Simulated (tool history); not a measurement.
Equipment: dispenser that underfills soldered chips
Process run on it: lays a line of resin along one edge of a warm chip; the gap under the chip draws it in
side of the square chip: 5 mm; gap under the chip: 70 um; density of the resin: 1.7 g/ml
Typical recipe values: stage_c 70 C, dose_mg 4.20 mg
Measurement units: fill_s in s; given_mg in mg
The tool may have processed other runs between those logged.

| run | day | stage_c | dose_mg | fill_s | given_mg |
|---|---|---|---|---|---|
| 1 | 0.000 | 70 | 4.20 | 8.1 | 4.081 |
| 2 | 0.200 | 70 | 4.20 | 10.4 | 4.065 |
| 3 | 0.317 | 70 | 4.20 | 12.1 | 4.074 |
|  | 0.367 | new syringe of resin |
| 4 | 0.492 | 70 | 4.20 | 8.1 | 4.078 |
| 5 | 0.592 | 70 | 4.20 | 8.4 | 4.062 |
| 6 | 0.704 | 70 | 4.20 | 9.6 | 4.062 |
| 7 | 0.838 | 70 | 4.20 | 12.3 | 4.051 |
|  | 0.879 | new syringe of resin |
| 8 | 0.967 | 70 | 4.20 | 7.0 | 4.058 |
| 9 | 1.108 | 69 | 4.20 | 9.0 | 4.052 |
| 10 | 1.233 | 70 | 4.20 | 10.4 | 4.041 |
|  | 1.388 | new syringe of resin |
| 11 | 1.429 | 70 | 4.20 | 6.6 | 4.025 |
| 12 | 1.571 | 70 | 4.20 | 8.4 | 4.039 |
| 13 | 1.729 | 70 | 3.62 | 10.7 | 3.473 |
| 14 | 1.850 | 75 | 5.04 | 10.1 | 4.834 |
|  | 1.896 | new syringe of resin |
| 15 | 2.067 | 76 | 5.48 | 6.2 | 5.248 |
| 16 | 2.150 | 76 | 5.48 | 7.3 | 5.244 |
| 17 | 2.312 | 61 | 5.11 | 14.5 | 4.878 |
|  | 2.408 | new syringe of resin |
| 18 | 2.500 | 61 | 5.11 | 9.0 | 4.885 |
| 19 | 2.688 | 75 | 5.03 | 7.5 | 4.794 |
| 20 | 2.892 | 75 | 5.03 | 10.3 | 4.807 |
|  | 2.917 | new syringe of resin |
| 21 | 3.071 | 81 | 4.01 | 6.0 | 3.816 |
| 22 | 3.192 | 73 | 5.46 | 7.8 | 5.199 |

Predict each of these 4 candidate next runs independently; none follows another, all start after run 22:
| A | 3.304 | 59 | 5.10 | ? | ? |
| B | 3.304 | 73 | 4.20 | ? | ? |
| C | 3.304 | 72 | 3.78 | ? | ? |
| D | 3.304 | 77 | 4.39 | ? | ? |

| run | fill_s | given_mg |
|---|---|---|
| A | 15.1 | 4.828 |
| B | 10.2 | 3.990 |
| C | 10.8 | 3.587 |
| D | 8.8 | 4.181 |
Had the tool no hidden state, the same runs would have come out as:
| run | fill_s | given_mg |
|---|---|---|
| A | 8.5 | 5.079 |
| B | 5.7 | 4.197 |
| C | 6.0 | 3.773 |
| D | 4.9 | 4.397 |
